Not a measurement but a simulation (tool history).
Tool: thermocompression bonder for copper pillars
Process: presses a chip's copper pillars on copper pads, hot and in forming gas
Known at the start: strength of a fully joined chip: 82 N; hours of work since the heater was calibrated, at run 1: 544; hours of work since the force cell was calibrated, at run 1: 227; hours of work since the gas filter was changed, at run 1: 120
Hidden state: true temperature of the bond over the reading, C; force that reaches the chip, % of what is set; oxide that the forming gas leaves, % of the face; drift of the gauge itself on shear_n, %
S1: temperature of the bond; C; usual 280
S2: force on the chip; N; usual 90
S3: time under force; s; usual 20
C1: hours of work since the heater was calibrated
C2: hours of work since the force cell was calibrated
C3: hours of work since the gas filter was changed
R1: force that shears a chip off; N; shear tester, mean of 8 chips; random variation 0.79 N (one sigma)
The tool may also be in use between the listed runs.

run,hour,S1,S2,S3,C1,C2,C3,R1
1,0.0,280,90,20,544,227,120,59.8
2,35.9,280,110,20,569,252,145,65.7
3,65.8,280,110,20,590,273,166,64.2
4,100.0,280,110,20,614,297,190,63.5
# hour 113.2: forming gas filter changed
5,142.6,280,110,20,644,327,21,71.3
6,184.7,280,63,20,673,356,50,46.9
7,217.8,295,90,20,696,379,73,64.6
8,273.5,280,90,20,735,419,113,59.3
9,319.9,280,90,20,768,451,145,60.3
10,368.5,280,90,20,802,485,179,57.4
# hour 390.0: heater calibrated with a thermocouple chip
# hour 399.7: forming gas filter changed
11,414.9,280,90,20,17,516,11,66.6
12,445.9,280,90,20,39,538,32,65.9
13,497.0,280,90,20,75,574,68,64.8
14,547.6,280,128,20,110,609,104,73.1
15,589.8,280,128,20,140,639,133,71.7
16,621.4,280,90,10,162,661,156,52.8
17,650.5,280,90,56,183,682,176,70.4
# hour 681.8: forming gas filter changed
# hour 692.8: heater calibrated with a thermocouple chip, once more
18,695.3,280,90,56,2,711,8,74.5
19,718.4,280,64,54,18,727,24,59.5
20,774.8,256,97,20,58,767,64,51.2
21,800.8,275,100,20,76,785,82,58.2
22,846.4,275,100,20,108,817,114,58.0
23,877.9,275,100,20,130,839,136,56.6
24,932.3,275,100,20,168,878,174,56.1
25,963.7,275,100,20,190,900,197,54.9
# hour 969.2: forming gas filter changed
26,987.2,280,124,23,206,916,13,72.5
27,1021.9,280,124,23,231,940,37,71.8
28,1077.6,281,124,12,270,979,76,63.7
29,1106.7,293,73,22,290,1000,96,55.1
30,1158.1,293,110,22,326,1036,133,67.7
31,1195.9,304,132,19,353,1062,159,70.0
32,1249.9,283,132,12,391,1100,197,62.4
# hour 1254.7: forming gas filter changed
33,1294.8,283,132,12,422,1131,28,69.1
34,1344.6,283,132,12,457,1166,63,66.8

4 ways to go on from here, each from the tool as it stands after run 34. What would each give?
A,1390.6,280,90,16,489,1199,95,?
B,1390.6,265,113,20,489,1199,95,?
C,1390.6,283,60,12,489,1199,95,?
D,1390.6,280,96,55,489,1199,95,?

run,R1
A,56.4
B,62.2
C,35.7
D,70.0
Without the tool's hidden state the same runs would have given:
run,R1
A,58.4
B,64.5
C,36.6
D,73.5
